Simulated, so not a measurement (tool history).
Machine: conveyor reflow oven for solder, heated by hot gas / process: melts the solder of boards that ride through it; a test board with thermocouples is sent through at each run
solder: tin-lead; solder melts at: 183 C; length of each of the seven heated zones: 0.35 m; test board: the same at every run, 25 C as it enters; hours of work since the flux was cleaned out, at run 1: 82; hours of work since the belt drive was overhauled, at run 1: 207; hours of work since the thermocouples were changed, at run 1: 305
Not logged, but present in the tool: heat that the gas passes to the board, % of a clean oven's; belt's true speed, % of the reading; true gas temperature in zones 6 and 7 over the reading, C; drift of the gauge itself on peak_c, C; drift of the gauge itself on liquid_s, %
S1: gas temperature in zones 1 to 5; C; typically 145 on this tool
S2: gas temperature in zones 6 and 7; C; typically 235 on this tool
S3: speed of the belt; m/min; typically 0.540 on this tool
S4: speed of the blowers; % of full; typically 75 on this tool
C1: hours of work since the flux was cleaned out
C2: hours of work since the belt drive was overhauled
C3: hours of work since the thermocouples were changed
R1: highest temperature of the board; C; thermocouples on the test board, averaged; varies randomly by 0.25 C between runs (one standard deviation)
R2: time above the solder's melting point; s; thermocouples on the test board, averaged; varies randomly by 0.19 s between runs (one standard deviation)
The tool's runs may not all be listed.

run	hour	S1	S2	S3	S4	C1	C2	C3	R1	R2
1	0.0	145	235	0.540	75	82	207	305	223.7	66.1
2	13.1	145	232	0.540	75	88	213	312	221.0	64.4
3	20.4	145	235	0.540	75	92	217	316	223.2	66.3
4	30.7	145	235	0.540	75	97	222	321	223.4	65.9
5	36.5	145	235	0.540	75	100	225	324	223.4	65.7
6	48.6	145	235	0.540	75	106	231	330	223.1	65.8
7	56.6	145	235	0.540	75	110	235	334	223.6	65.8
8	65.0	145	235	0.540	75	115	239	338	223.3	66.1
9	76.5	145	235	0.591	75	120	245	344	221.1	58.1
10	86.0	145	235	0.591	75	125	250	349	220.8	58.5
# hour 92.1: flux residue cleaned out of gas plates and filters
11	101.7	145	235	0.591	75	5	256	354	220.5	58.2
12	113.1	145	235	0.591	75	11	261	360	220.7	58.1
13	124.4	145	235	0.591	75	16	267	366	220.9	58.4
14	136.4	145	235	0.591	75	22	273	372	220.9	58.2
# hour 148.1: flux residue cleaned out of gas plates and filters, once more
15	148.1	145	235	0.591	75	0	276	375	221.8	59.0
16	156.5	145	226	0.540	58	4	281	379	211.8	56.3
17	169.9	145	226	0.540	58	11	287	386	211.4	56.6
18	183.5	145	226	0.540	58	18	294	393	211.8	56.4
19	192.9	145	235	0.540	63	23	299	398	221.3	63.6
20	207.1	157	235	0.466	75	30	306	405	228.4	85.8
21	219.4	157	235	0.466	75	36	313	411	228.8	85.6
22	231.6	157	235	0.466	75	42	319	417	228.8	85.7
23	245.3	157	235	0.641	75	49	326	424	221.2	58.6
24	254.3	157	224	0.641	51	54	330	429	205.0	43.9
25	261.7	157	225	0.641	51	58	334	433	205.7	44.8
26	270.9	139	235	0.441	75	62	339	437	228.2	82.7
27	282.5	138	235	0.456	75	68	345	443	227.8	78.7
28	288.7	145	237	0.540	86	71	348	446	227.9	69.0
29	297.0	145	237	0.540	86	75	352	450	227.9	68.9
30	303.5	145	237	0.540	86	79	355	454	227.5	68.7

Branching from run 30: 4 alternative next runs. What would each branch give?
A	310.8	145	235	0.619	75	82	359	457	?	?
B	310.8	139	223	0.540	86	82	359	457	?	?
C	310.8	145	231	0.640	86	82	359	457	?	?
D	310.8	145	248	0.540	75	82	359	457	?	?

run	R1	R2
A	220.0	55.0
B	214.6	58.6
C	218.2	52.7
D	235.6	72.8
Had the tool no hidden state, the same runs would have come out as:
run	R1	R2
A	219.7	54.6
B	214.3	58.3
C	218.0	52.5
D	235.3	72.3

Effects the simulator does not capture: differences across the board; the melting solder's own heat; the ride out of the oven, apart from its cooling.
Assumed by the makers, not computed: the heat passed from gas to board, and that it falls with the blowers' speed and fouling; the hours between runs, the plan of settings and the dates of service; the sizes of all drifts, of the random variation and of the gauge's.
